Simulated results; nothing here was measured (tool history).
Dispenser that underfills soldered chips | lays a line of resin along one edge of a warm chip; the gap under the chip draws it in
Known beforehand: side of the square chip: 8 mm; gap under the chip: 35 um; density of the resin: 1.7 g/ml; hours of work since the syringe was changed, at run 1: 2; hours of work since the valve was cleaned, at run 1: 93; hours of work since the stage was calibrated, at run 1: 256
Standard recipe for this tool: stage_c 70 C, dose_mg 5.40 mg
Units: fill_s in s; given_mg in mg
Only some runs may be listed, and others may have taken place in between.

run	hour	stage_c	dose_mg	hours of work since the syringe was changed	hours of work since the valve was cleaned	hours of work since the stage was calibrated	fill_s	given_mg
1	0.0	70	5.40	2	93	256	66.2	4.94
# hour 7.5: new syringe of resin
2	8.4	56	5.40	1	99	261	123.6	4.82
# hour 18.5: new syringe of resin
3	19.8	70	5.40	1	107	269	61.0	4.76
4	25.3	73	5.40	5	111	273	63.7	4.80
# hour 29.4: new syringe of resin
5	35.6	73	5.40	5	118	281	61.7	4.75
# hour 40.3: new syringe of resin
6	40.9	70	5.40	0	122	284	59.0	4.81
# hour 51.1: new syringe of resin
7	52.4	70	5.40	1	130	292	61.1	4.79
# hour 61.8: new syringe of resin
8	63.7	70	5.40	1	138	300	62.3	4.76
# hour 66.4: dispensing valve cleaned and set on the balance
# hour 73.5: new syringe of resin
9	74.5	84	5.40	1	6	307	31.4	5.35
10	81.0	84	5.40	5	10	312	38.0	5.38
# hour 84.7: new syringe of resin
11	89.0	76	5.40	3	16	317	48.9	5.31
# hour 95.8: new syringe of resin
12	96.2	76	5.40	0	21	322	43.5	5.27
13	102.1	70	5.40	5	25	327	70.5	5.22
# hour 106.6: new syringe of resin
14	109.6	70	5.40	2	30	332	62.4	5.27
# hour 117.2: new syringe of resin
15	117.2	70	5.40	0	36	337	59.9	5.26
# hour 127.8: new syringe of resin
16	128.1	80	5.40	0	43	345	37.5	5.11
17	135.2	59	5.40	5	48	350	126.1	5.18
# hour 138.8: new syringe of resin
18	141.2	59	5.40	2	53	354	111.3	5.18
19	147.8	78	4.93	6	57	359	55.9	4.71
# hour 149.7: new syringe of resin
20	156.9	71	5.25	5	64	365	69.8	4.90
# hour 160.3: new syringe of resin
21	168.6	71	5.25	6	72	373	73.2	4.89
# hour 171.1: new syringe of resin
22	178.6	61	5.40	5	79	380	115.3	5.04
# hour 182.4: new syringe of resin
23	184.6	78	5.40	2	83	384	43.8	5.01
# hour 193.7: new syringe of resin
24	195.0	75	5.67	1	90	392	48.9	5.16
# hour 204.6: new syringe of resin
25	204.6	75	5.67	0	97	398	44.5	5.11
26	211.0	75	5.67	5	102	403	55.5	5.09
# hour 215.5: new syringe of resin
27	222.5	60	5.10	5	110	411	126.8	4.58
# hour 226.3: new syringe of resin
28	228.5	60	5.10	2	114	415	108.5	4.55
# hour 237.2: new syringe of resin
29	237.4	67	6.72	0	120	422	65.9	5.93
30	245.1	77	4.63	6	126	427	58.6	4.02
# hour 248.1: new syringe of resin
31	256.7	82	4.63	6	134	435	47.8	3.99
# hour 258.6: new syringe of resin
# hour 265.6: dispensing valve cleaned and set on the balance
32	265.6	81	5.06	4	0	441	42.4	5.07
# hour 270.7: new syringe of resin
33	270.8	75	6.35	0	4	444	44.8	6.38
34	277.0	75	6.35	5	8	449	55.1	6.27
# hour 281.6: new syringe of resin
35	284.5	83	5.91	2	13	454	34.1	5.81
36	291.4	83	5.91	7	18	459	43.3	5.85

Had the tool no unlogged condition, and each run kept its random variation, what would the results have been?
Hidden conditions of the tool in this case: resin's viscosity, % of fresh resin's; dose that the valve gives, % of what is set; true chip temperature over the reading, C; drift of the gauge itself on fill_s, %; drift of the gauge itself on given_mg, %.
run	fill_s	given_mg
1	56.0	5.42
2	111.6	5.32
3	55.1	5.31
4	48.3	5.36
5	47.8	5.35
6	55.5	5.44
7	53.6	5.45
8	54.5	5.47
9	29.5	5.37
10	28.9	5.43
11	40.8	5.39
12	41.2	5.38
13	55.1	5.35
14	54.2	5.43
15	55.7	5.45
16	35.4	5.34
17	94.1	5.44
18	96.5	5.46
19	39.4	4.99
20	52.5	5.23
21	52.9	5.26
22	86.1	5.46
23	37.7	5.45
24	43.6	5.67
25	42.3	5.66
26	43.0	5.67
27	91.7	5.13
28	91.4	5.13
29	61.5	6.74
30	40.9	4.60
31	32.9	4.61
32	33.0	5.05
33	42.3	6.39
34	42.7	6.30
35	29.7	5.86
36	30.5	5.93
